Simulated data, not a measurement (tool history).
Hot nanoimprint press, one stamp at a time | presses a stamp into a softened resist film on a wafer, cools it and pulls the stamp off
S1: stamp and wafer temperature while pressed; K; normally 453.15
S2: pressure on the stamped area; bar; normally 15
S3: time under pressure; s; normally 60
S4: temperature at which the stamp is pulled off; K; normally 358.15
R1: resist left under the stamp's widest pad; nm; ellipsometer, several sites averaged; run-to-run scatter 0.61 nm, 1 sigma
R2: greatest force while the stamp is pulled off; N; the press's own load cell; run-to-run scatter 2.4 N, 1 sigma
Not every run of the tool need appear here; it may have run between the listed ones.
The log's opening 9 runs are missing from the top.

| run | hour | S1 | S2 | S3 | S4 | R1 | R2 |
|---|---|---|---|---|---|---|---|
|  | 431.7 | plate thermocouple calibrated |
| 10 | 458.4 | 453.15 | 15 | 60 | 358.15 | 110.4 | 134 |
| 11 | 529.1 | 453.15 | 15 | 60 | 358.15 | 110.9 | 150 |
| 12 | 591.6 | 453.15 | 15 | 99 | 358.15 | 92.9 | 158 |
|  | 640.2 | stamp cleaned and given a new release coat |
| 13 | 650.7 | 456.15 | 15 | 60 | 358.15 | 100.1 | 119 |
| 14 | 705.6 | 453.15 | 15 | 60 | 358.15 | 114.5 | 131 |
| 15 | 769 | 453.15 | 15 | 60 | 358.15 | 115.5 | 139 |
| 16 | 827.5 | 453.15 | 15 | 60 | 358.15 | 116.9 | 149 |
|  | 880.8 | press's hydraulic seals changed and the load cell set to zero |
| 17 | 886.7 | 453.15 | 15 | 88 | 358.15 | 95.6 | 163 |
| 18 | 941.3 | 456.15 | 15 | 81 | 358.15 | 87 | 168 |
|  | 967.8 | stamp cleaned and given a new release coat |
| 19 | 1007.8 | 449.15 | 16.3 | 81 | 350.15 | 115.2 | 141 |
|  | 1021.8 | plate thermocouple calibrated |
| 20 | 1059 | 465.15 | 23 | 60 | 361.15 | 51.4 | 117 |
| 21 | 1131.1 | 453.15 | 15 | 75 | 358.15 | 99.1 | 140 |
| 22 | 1180.4 | 453.15 | 11.2 | 119 | 345.15 | 96.4 | 206 |
| 23 | 1234 | 453.15 | 15 | 78 | 358.15 | 100.2 | 168 |
|  | 1287.6 | stamp cleaned and given a new release coat |
| 24 | 1289.4 | 456.15 | 23.8 | 60 | 350.15 | 78.3 | 132 |
| 25 | 1329 | 456.15 | 23.8 | 60 | 350.15 | 78.7 | 144 |
| 26 | 1371.4 | 453.15 | 15 | 96 | 361.15 | 93.4 | 120 |
| 27 | 1432.8 | 453.15 | 15 | 97 | 358.15 | 94.4 | 140 |
| 28 | 1503.7 | 448.15 | 11.6 | 51 | 360.15 | 163.1 | 151 |
| 29 | 1543 | 451.15 | 18.3 | 30 | 348.15 | 147.4 | 207 |
| 30 | 1573 | 453.15 | 15 | 65 | 358.15 | 111.9 | 176 |

Forecast each of these 3 alternatives for the next run:
|  | 1600.3 | plate thermocouple calibrated |
|  | 1606.3 | stamp cleaned and given a new release coat |
| A | 1654.9 | 453.15 | 15 | 89 | 358.15 | ? | ? |
|  | 1600.3 | plate thermocouple calibrated |
|  | 1606.3 | stamp cleaned and given a new release coat |
| B | 1654.9 | 453.15 | 21.9 | 65 | 358.15 | ? | ? |
|  | 1600.3 | plate thermocouple calibrated |
|  | 1606.3 | stamp cleaned and given a new release coat |
| C | 1654.9 | 453.15 | 15 | 60 | 362.15 | ? | ? |

| run | R1 | R2 |
|---|---|---|
| A | 93.8 | 119 |
| B | 90.2 | 121 |
| C | 109.3 | 113 |
With no hidden state in the tool, these same runs would have given:
| run | R1 | R2 |
|---|---|---|
| A | 91.2 | 110 |
| B | 86.7 | 111 |
| C | 106.4 | 104 |
